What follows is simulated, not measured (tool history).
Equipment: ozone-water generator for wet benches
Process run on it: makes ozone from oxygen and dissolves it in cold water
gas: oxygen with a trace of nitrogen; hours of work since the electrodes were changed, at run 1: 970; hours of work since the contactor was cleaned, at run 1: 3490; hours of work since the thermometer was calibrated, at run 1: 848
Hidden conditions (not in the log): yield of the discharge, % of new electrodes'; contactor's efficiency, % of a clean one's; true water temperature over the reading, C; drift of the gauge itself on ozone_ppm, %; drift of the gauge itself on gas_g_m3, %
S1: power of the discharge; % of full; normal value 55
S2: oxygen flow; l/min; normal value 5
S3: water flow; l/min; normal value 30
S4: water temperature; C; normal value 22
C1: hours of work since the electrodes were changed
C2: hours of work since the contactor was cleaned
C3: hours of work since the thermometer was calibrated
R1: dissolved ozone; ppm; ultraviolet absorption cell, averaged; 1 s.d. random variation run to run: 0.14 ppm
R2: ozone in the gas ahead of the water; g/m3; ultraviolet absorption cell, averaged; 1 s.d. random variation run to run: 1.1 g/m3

run 1 hour=0 | S1=55 S2=5 S3=30 S4=22 | C1=970 C2=3490 C3=848 | R1=14.5 R2=199.2
run 2 hour=53 | S1=55 S2=5 S3=30 S4=22 | C1=1015 C2=3534 C3=892 | R1=14.7 R2=198.4
run 3 hour=120.6 | S1=55 S2=5 S3=30 S4=22 | C1=1071 C2=3591 C3=949 | R1=14.5 R2=198.3
run 4 hour=165.9 | S1=55 S2=7.04 S3=30 S4=22 | C1=1109 C2=3629 C3=986 | R1=14.2 R2=159.1
run 5 hour=249.4 | S1=55 S2=7.04 S3=30 S4=22 | C1=1178 C2=3698 C3=1056 | R1=14.1 R2=158
run 6 hour=306.2 | S1=55 S2=6.48 S3=30 S4=22 | C1=1226 C2=3746 C3=1103 | R1=14.5 R2=166.8
run 7 hour=380.2 | S1=55 S2=6.48 S3=30 S4=22 | C1=1287 C2=3807 C3=1165 | R1=14.5 R2=168.9
-- hour=390.7 contactor cleaned
run 8 hour=453.3 | S1=55 S2=6.48 S3=30 S4=22 | C1=1345 C2=52 C3=1223 | R1=14 R2=168.7
run 9 hour=502.1 | S1=55 S2=5 S3=30 S4=22 | C1=1386 C2=93 C3=1263 | R1=14.3 R2=197.1
run 10 hour=549.2 | S1=55 S2=5 S3=30 S4=15 | C1=1425 C2=132 C3=1303 | R1=15.5 R2=194.3
run 11 hour=625.3 | S1=55 S2=2.72 S3=30 S4=22 | C1=1488 C2=196 C3=1366 | R1=14 R2=296.9
run 12 hour=692.4 | S1=55 S2=2.72 S3=30 S4=22 | C1=1544 C2=251 C3=1422 | R1=13.8 R2=293.3
-- hour=729.7 contactor cleaned, once more
run 13 hour=751.3 | S1=55 S2=2.72 S3=30 S4=22 | C1=1590 C2=18 C3=1468 | R1=14.4 R2=294.6
run 14 hour=847.4 | S1=55 S2=5 S3=34 S4=22 | C1=1670 C2=98 C3=1548 | R1=13.3 R2=199.5
run 15 hour=918.1 | S1=51 S2=3.46 S3=33 S4=17 | C1=1729 C2=157 C3=1607 | R1=13.1 R2=240.1
run 16 hour=973.7 | S1=48 S2=3.72 S3=41 S4=25 | C1=1775 C2=203 C3=1653 | R1=9.7 R2=216
run 17 hour=1052 | S1=55 S2=5 S3=30 S4=25 | C1=1841 C2=269 C3=1718 | R1=14.2 R2=197.1

Same runs, no hidden state in the tool, same run-to-run variation:
run=1 R1=15.1 R2=201.5
run=2 R1=15.3 R2=200.8
run=3 R1=15.1 R2=200.9
run=4 R1=14.8 R2=161.2
run=5 R1=14.7 R2=160.3
run=6 R1=15.2 R2=169.2
run=7 R1=15.2 R2=171.5
run=8 R1=14.9 R2=171.4
run=9 R1=15.2 R2=200.4
run=10 R1=16.5 R2=197.6
run=11 R1=14.9 R2=302.2
run=12 R1=14.7 R2=298.7
run=13 R1=14.8 R2=300.2
run=14 R1=13.7 R2=203.5
run=15 R1=13.5 R2=244.7
run=16 R1=10 R2=220
run=17 R1=14.7 R2=201.4

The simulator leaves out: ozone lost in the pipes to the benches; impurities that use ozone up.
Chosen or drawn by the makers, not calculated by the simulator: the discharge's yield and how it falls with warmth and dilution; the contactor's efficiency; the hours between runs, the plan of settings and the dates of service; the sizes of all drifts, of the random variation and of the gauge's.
